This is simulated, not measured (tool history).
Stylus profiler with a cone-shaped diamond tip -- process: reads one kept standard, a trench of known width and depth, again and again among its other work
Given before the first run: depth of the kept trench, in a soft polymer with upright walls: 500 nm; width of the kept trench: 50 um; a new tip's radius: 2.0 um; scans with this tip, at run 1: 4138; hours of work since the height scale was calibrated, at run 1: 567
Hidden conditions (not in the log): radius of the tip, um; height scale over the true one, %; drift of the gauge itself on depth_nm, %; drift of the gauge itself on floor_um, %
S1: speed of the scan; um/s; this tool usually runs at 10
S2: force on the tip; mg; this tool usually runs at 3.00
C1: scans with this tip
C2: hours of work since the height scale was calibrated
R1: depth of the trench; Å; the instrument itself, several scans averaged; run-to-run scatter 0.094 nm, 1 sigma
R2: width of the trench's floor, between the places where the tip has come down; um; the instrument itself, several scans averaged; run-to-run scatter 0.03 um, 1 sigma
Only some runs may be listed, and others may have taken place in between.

run    hour  S1    S2    C1   C2      R1     R2
  1     0.0  10  3.00  4138  567  5062.9  47.28
  2    43.9  10  2.10  4294  589  5049.9  47.34
  3    96.2  10  2.10  4480  614  5048.4  47.28
  4   167.8  10  2.10  4735  649  5049.8  47.35
  5   260.9   4  3.00  5065  695  5061.6  47.39
  6   357.4   4  3.00  5409  742  5060.7  47.33
  7   448.8   4  3.00  5733  786  5063.5  47.39
  8   544.7  10  1.41  6074  833  5038.1  47.36
  9   611.9  10  3.00  6313  866  5063.7  47.31
 10   659.6  10  3.00  6483  889  5062.2  47.34
 11   735.4  10  3.00  6752  926  5061.3  47.34
      779.1  -- height scale calibrated on a step standard
 12   794.6  10  3.00  6961    8  5061.7  47.27
 13   853.3   5  3.00  7170   36  5063.1  47.37
 14   945.2  10  3.00  7496   81  5062.9  47.29
 15  1042.5  10  2.53  7842  128  5056.9  47.32
 16  1089.0   7  3.00  8007  151  5062.7  47.38
 17  1175.0   7  3.00  8313  193  5061.5  47.33
     1203.1  -- new tip fitted, height scale calibrated
 18  1219.1   7  3.00    57    8  5062.2  47.40
 19  1262.0  39  2.66   209   29  5059.7  47.25
 20  1361.9  11  1.09   564   77  5032.5  47.34
 21  1455.9  11  1.09   899  123  5032.9  47.35
 22  1527.0  10  2.72  1151  158  5060.2  47.30
 23  1600.6  17  2.54  1413  194  5056.4  47.30
 24  1675.0   5  2.37  1677  230  5053.5  47.38
 25  1731.0   8  3.43  1877  257  5069.3  47.36
 26  1822.2  13  1.00  2201  302  5029.1  47.36
 27  1918.7  13  1.00  2544  349  5031.0  47.31
 28  1977.9   4  4.05  2754  378  5075.7  47.30
 29  2079.7   2  1.37  3116  427  5038.3  47.33
 30  2159.6   2  3.18  3400  466  5064.7  47.35
 31  2219.2   2  3.18  3612  495  5064.6  47.34

Alternative continuations, all from the tool just after run 31; predict every row:
  A  2315.7  10  1.41  3955  542   ?   ?
  B  2315.7  12  7.77  3955  542   ?   ?
  C  2315.7   4  3.00  3955  542   ?   ?
  D  2315.7   3  7.36  3955  542   ?   ?
  E  2315.7  37  4.28  3955  542   ?   ?

run      R1     R2
  A  5039.7  47.33
  B  5119.3  47.37
  C  5061.0  47.38
  D  5116.5  47.38
  E  5081.3  47.29
With no hidden state in the tool, these same runs would have given:
run      R1     R2
  A  5039.7  47.33
  B  5119.4  47.38
  C  5061.1  47.39
  D  5116.5  47.38
  E  5081.3  47.29
